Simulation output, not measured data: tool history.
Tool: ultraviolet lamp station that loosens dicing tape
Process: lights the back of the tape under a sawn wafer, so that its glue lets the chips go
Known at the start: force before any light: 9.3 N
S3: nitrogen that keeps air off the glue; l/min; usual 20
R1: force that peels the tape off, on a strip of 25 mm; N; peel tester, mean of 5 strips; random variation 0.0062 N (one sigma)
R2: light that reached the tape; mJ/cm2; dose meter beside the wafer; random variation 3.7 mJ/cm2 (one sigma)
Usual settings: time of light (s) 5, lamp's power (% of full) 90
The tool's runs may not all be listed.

run 1 hour=0.0 | time_of_light_(s)=5 lamp's_power_(%_of_full)=90 S3=20 | R1=0.197 R2=572
run 2 hour=9.6 | time_of_light_(s)=3 lamp's_power_(%_of_full)=90 S3=20 | R1=0.558 R2=343
run 3 hour=22.5 | time_of_light_(s)=5 lamp's_power_(%_of_full)=90 S3=20 | R1=0.194 R2=572
run 4 hour=31.6 | time_of_light_(s)=5 lamp's_power_(%_of_full)=90 S3=20 | R1=0.196 R2=563
run 5 hour=38.7 | time_of_light_(s)=5 lamp's_power_(%_of_full)=90 S3=20 | R1=0.199 R2=567
run 6 hour=48.8 | time_of_light_(s)=5 lamp's_power_(%_of_full)=90 S3=20 | R1=0.203 R2=567
run 7 hour=61.0 | time_of_light_(s)=5 lamp's_power_(%_of_full)=90 S3=20 | R1=0.210 R2=555
run 8 hour=69.2 | time_of_light_(s)=5 lamp's_power_(%_of_full)=90 S3=20 | R1=0.211 R2=557
run 9 hour=78.1 | time_of_light_(s)=5 lamp's_power_(%_of_full)=75 S3=20 | R1=0.274 R2=470
run 10 hour=89.1 | time_of_light_(s)=5 lamp's_power_(%_of_full)=75 S3=20 | R1=0.274 R2=468
run 11 hour=101.4 | time_of_light_(s)=5 lamp's_power_(%_of_full)=75 S3=20 | R1=0.284 R2=465
run 12 hour=109.4 | time_of_light_(s)=5 lamp's_power_(%_of_full)=75 S3=20 | R1=0.286 R2=465
run 13 hour=116.6 | time_of_light_(s)=5 lamp's_power_(%_of_full)=75 S3=20 | R1=0.275 R2=463
run 14 hour=124.8 | time_of_light_(s)=5 lamp's_power_(%_of_full)=75 S3=9 | R1=0.587 R2=462
run 15 hour=141.6 | time_of_light_(s)=3 lamp's_power_(%_of_full)=75 S3=19 | R1=0.918 R2=279
run 16 hour=153.6 | time_of_light_(s)=3 lamp's_power_(%_of_full)=75 S3=7 | R1=1.895 R2=278
run 17 hour=164.0 | time_of_light_(s)=6 lamp's_power_(%_of_full)=73 S3=19 | R1=0.226 R2=533
run 18 hour=172.6 | time_of_light_(s)=8 lamp's_power_(%_of_full)=74 S3=28 | R1=0.172 R2=715
run 19 hour=181.6 | time_of_light_(s)=8 lamp's_power_(%_of_full)=74 S3=28 | R1=0.149 R2=716
run 20 hour=191.5 | time_of_light_(s)=3 lamp's_power_(%_of_full)=61 S3=8 | R1=2.465 R2=222

The next listed run, before its measurement:
run 21 hour=202.2 | time_of_light_(s)=5 lamp's_power_(%_of_full)=84 S3=20 | R1=? R2=?

{"run 21": {"R1": 0.242, "R2": 504}}
Without the tool's hidden state the same run would have given R1 0.202 N, R2 569 mJ/cm2.

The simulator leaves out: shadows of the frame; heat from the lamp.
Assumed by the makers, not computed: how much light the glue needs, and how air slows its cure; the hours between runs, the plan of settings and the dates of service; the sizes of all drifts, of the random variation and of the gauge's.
